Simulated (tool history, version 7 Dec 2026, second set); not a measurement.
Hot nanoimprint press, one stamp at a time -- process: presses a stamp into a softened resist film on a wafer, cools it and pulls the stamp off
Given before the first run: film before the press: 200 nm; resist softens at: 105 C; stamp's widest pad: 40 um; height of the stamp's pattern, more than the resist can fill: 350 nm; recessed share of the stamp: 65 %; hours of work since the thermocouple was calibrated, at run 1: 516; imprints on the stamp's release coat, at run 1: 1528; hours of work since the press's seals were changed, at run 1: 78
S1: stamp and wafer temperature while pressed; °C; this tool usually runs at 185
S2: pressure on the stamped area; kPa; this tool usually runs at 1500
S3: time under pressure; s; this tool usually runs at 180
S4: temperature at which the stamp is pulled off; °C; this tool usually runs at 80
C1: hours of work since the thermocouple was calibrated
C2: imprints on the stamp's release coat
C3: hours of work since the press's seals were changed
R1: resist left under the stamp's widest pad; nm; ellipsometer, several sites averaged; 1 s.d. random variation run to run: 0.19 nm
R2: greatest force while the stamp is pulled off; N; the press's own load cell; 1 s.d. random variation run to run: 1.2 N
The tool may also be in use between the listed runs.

Run 1, hour 0.0: usual settings; C1 516; C2 1528; C3 78. Result: R1 93.6 nm, R2 180 N.
Run 2, hour 10.1: usual settings; C1 524; C2 1563; C3 86. Result: R1 93.5 nm, R2 177 N.
Run 3, hour 23.8: usual settings; C1 535; C2 1611; C3 97. Result: R1 93.9 nm, R2 179 N.
At hour 37.0: stamp cleaned and given a new release coat.
Run 4, hour 47.5: usual settings but S2 1650 kPa; C1 549; C2 37; C3 111. Result: R1 89.4 nm, R2 154 N.
Run 5, hour 67.4: usual settings but S2 1130 kPa; C1 565; C2 106; C3 127. Result: R1 106.9 nm, R2 157 N.
Run 6, hour 81.0: usual settings; C1 575; C2 153; C3 137. Result: R1 93.4 nm, R2 156 N.
Run 7, hour 92.6: usual settings; C1 584; C2 194; C3 147. Result: R1 93.5 nm, R2 159 N.
At hour 98.8: plate thermocouple calibrated.
Run 8, hour 110.7: usual settings; C1 9; C2 246; C3 159. Result: R1 100.4 nm, R2 167 N.
Run 9, hour 125.6: usual settings but S1 177 °C; C1 21; C2 298; C3 170. Result: R1 126.1 nm, R2 166 N.
Run 10, hour 136.3: usual settings but S1 177 °C; C1 30; C2 335; C3 179. Result: R1 126.2 nm, R2 165 N.
Run 11, hour 152.0: usual settings; C1 42; C2 390; C3 191. Result: R1 99.9 nm, R2 165 N.
Run 12, hour 174.4: usual settings but S3 190 s; C1 60; C2 468; C3 209. Result: R1 97.8 nm, R2 167 N.
Run 13, hour 197.2: usual settings; C1 78; C2 547; C3 227. Result: R1 99.7 nm, R2 169 N.
Run 14, hour 208.7: usual settings; C1 87; C2 587; C3 236. Result: R1 99.7 nm, R2 170 N.
Run 15, hour 225.6: usual settings but S4 69 °C; C1 100; C2 646; C3 250. Result: R1 99.1 nm, R2 194 N.
Run 16, hour 246.3: usual settings but S4 69 °C; C1 117; C2 718; C3 266. Result: R1 99.6 nm, R2 196 N.
Run 17, hour 257.1: usual settings but S1 193 °C, S2 930 kPa, S3 118 s, S4 69 °C; C1 125; C2 756; C3 275. Result: R1 113.6 nm, R2 197 N.
Run 18, hour 275.0: usual settings but S1 194 °C, S2 920 kPa; C1 140; C2 818; C3 289. Result: R1 97.4 nm, R2 171 N.
Run 19, hour 297.1: usual settings but S1 194 °C, S2 920 kPa; C1 157; C2 895; C3 306. Result: R1 96.8 nm, R2 173 N.
Run 20, hour 319.2: usual settings but S1 194 °C, S2 920 kPa; C1 175; C2 972; C3 324. Result: R1 97.1 nm, R2 175 N.
Run 21, hour 329.1: usual settings but S1 194 °C, S2 920 kPa, S3 217 s, S4 75 °C; C1 182; C2 1006; C3 332. Result: R1 90.8 nm, R2 187 N.
Run 22, hour 341.1: usual settings but S1 175 °C, S2 2310 kPa, S4 74 °C; C1 192; C2 1048; C3 341. Result: R1 110.7 nm, R2 190 N.
Run 23, hour 357.0: usual settings but S4 87 °C; C1 205; C2 1103; C3 354. Result: R1 99.1 nm, R2 158 N.
Run 24, hour 367.4: usual settings but S1 188 °C, S2 980 kPa, S4 71 °C; C1 213; C2 1140; C3 362. Result: R1 109.9 nm, R2 198 N.
Run 25, hour 385.1: usual settings but S1 175 °C, S2 1170 kPa; C1 227; C2 1201; C3 376. Result: R1 142.8 nm, R2 177 N.
Run 26, hour 407.6: usual settings but S1 180 °C, S2 1360 kPa, S4 72 °C; C1 245; C2 1280; C3 394. Result: R1 118.6 nm, R2 197 N.
Run 27, hour 423.2: usual settings but S1 194 °C, S2 1360 kPa, S4 86 °C; C1 257; C2 1334; C3 406. Result: R1 79.6 nm, R2 164 N.
Run 28, hour 444.9: usual settings but S1 190 °C, S3 138 s, S4 75 °C; C1 274; C2 1409; C3 423. Result: R1 93.3 nm, R2 192 N.
Run 29, hour 461.4: usual settings but S2 2170 kPa; C1 287; C2 1467; C3 436. Result: R1 82.5 nm, R2 180 N.

5 options for the next run, each taken on its own from the tool as it stands now. Forecast them:
Run A, hour 471.5: usual settings but S1 174 °C, S2 1920 kPa, S4 66 °C; C1 295; C2 1502; C3 444. Result: R1 ?, R2 ?.
Run B, hour 471.5: usual settings but S1 181 °C, S2 2170 kPa, S4 86 °C; C1 295; C2 1502; C3 444. Result: R1 ?, R2 ?.
Run C, hour 471.5: usual settings but S2 1390 kPa, S3 164 s; C1 295; C2 1502; C3 444. Result: R1 ?, R2 ?.
Run D, hour 471.5: usual settings but S2 930 kPa, S3 230 s, S4 78 °C; C1 295; C2 1502; C3 444. Result: R1 ?, R2 ?.
Run E, hour 471.5: usual settings but S2 2170 kPa, S4 77 °C; C1 295; C2 1502; C3 444. Result: R1 ?, R2 ?.

run     R1   R2
  A  122.5  216
  B   93.5  165
  C  105.3  180
  D  112.3  186
  E   82.2  191
What these runs would have given with no unlogged condition in the tool:
run     R1   R2
  A  123.6  191
  B   93.9  146
  C  106.5  159
  D  114.0  164
  E   82.5  169

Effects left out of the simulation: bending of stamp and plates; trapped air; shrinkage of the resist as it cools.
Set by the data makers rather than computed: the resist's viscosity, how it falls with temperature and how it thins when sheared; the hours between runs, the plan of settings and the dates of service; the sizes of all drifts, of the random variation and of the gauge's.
